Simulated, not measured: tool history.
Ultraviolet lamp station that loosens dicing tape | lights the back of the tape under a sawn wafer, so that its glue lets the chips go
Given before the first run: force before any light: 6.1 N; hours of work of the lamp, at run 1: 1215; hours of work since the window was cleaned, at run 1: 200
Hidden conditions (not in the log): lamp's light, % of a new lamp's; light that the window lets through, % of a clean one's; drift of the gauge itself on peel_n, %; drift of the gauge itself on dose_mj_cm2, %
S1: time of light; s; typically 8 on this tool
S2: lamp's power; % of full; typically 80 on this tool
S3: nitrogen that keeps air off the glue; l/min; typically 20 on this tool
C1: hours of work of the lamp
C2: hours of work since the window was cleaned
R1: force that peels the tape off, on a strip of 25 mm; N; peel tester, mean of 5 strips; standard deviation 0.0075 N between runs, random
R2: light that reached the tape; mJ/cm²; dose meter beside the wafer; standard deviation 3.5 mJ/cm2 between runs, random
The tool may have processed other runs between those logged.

run	day	S1	S2	S3	C1	C2	R1	R2
1	0.000	8	80	20	1215	200	0.694	294
# day 1.133: window cleaned of glue's vapour
2	3.442	6	80	20	1265	34	0.953	244
# day 4.021: lamp changed
3	6.979	8	80	11	43	84	0.405	535
4	10.567	8	80	20	95	137	0.304	510
5	13.742	8	80	20	141	183	0.319	493
6	15.346	8	80	20	165	206	0.328	477
# day 15.825: window cleaned of glue's vapour
7	17.500	8	80	20	196	24	0.297	521
8	20.696	8	80	20	242	71	0.301	501
9	23.112	8	80	20	278	106	0.329	484
10	25.450	8	80	20	312	140	0.342	472
11	27.567	8	80	20	342	171	0.357	461
12	30.142	8	80	20	380	208	0.363	444
# day 30.450: window cleaned of glue's vapour
13	32.038	5	80	20	407	23	0.675	303
14	34.500	8	80	20	443	59	0.338	468
15	38.208	6	80	20	497	113	0.572	333
16	41.208	6	80	20	541	157	0.614	317
17	44.925	6	80	20	595	211	0.643	305
# day 45.275: window cleaned of glue's vapour
18	47.779	8	77	39	636	36	0.289	425
19	50.496	8	80	23	676	76	0.364	428
20	52.512	8	80	16	705	105	0.451	414
21	54.238	8	63	16	730	130	0.687	315
22	57.683	12	76	8	780	181	0.452	549
23	59.408	5	71	12	805	206	1.626	203
# day 60.212: window cleaned of glue's vapour
24	63.046	5	71	12	858	41	1.450	220
25	66.062	5	71	12	902	85	1.533	209
26	68.588	9	80	21	939	122	0.398	408
27	70.342	4	61	20	964	147	2.009	139
28	72.292	13	65	20	992	176	0.338	462
# day 74.954: window cleaned of glue's vapour
29	74.954	13	65	20	1031	0	0.322	496
30	77.300	13	65	20	1065	34	0.323	482
31	80.871	13	62	11	1117	86	0.527	434
32	84.150	8	80	25	1165	134	0.479	332
33	86.021	7	80	13	1192	161	0.979	279

Measured minus without-hidden-state, run by run (identical run-to-run variation in each term; gauge scatter may differ):
run	R1	R2
1	+0.405	-266
2	+0.573	-183
3	+0.031	-33
4	+0.026	-55
5	+0.039	-74
6	+0.045	-83
7	+0.019	-44
8	+0.029	-63
9	+0.041	-77
10	+0.052	-92
11	+0.064	-104
12	+0.078	-119
13	+0.153	-51
14	+0.055	-96
15	+0.175	-90
16	+0.217	-103
17	+0.261	-119
18	+0.041	-119
19	+0.086	-140
20	+0.149	-151
21	+0.289	-126
22	+0.167	-258
23	+0.729	-105
24	+0.590	-92
25	+0.670	-102
26	+0.129	-220
27	+0.885	-79
28	+0.097	-285
29	+0.069	-249
30	+0.078	-265
31	+0.248	-276
32	+0.224	-236
33	+0.587	-213

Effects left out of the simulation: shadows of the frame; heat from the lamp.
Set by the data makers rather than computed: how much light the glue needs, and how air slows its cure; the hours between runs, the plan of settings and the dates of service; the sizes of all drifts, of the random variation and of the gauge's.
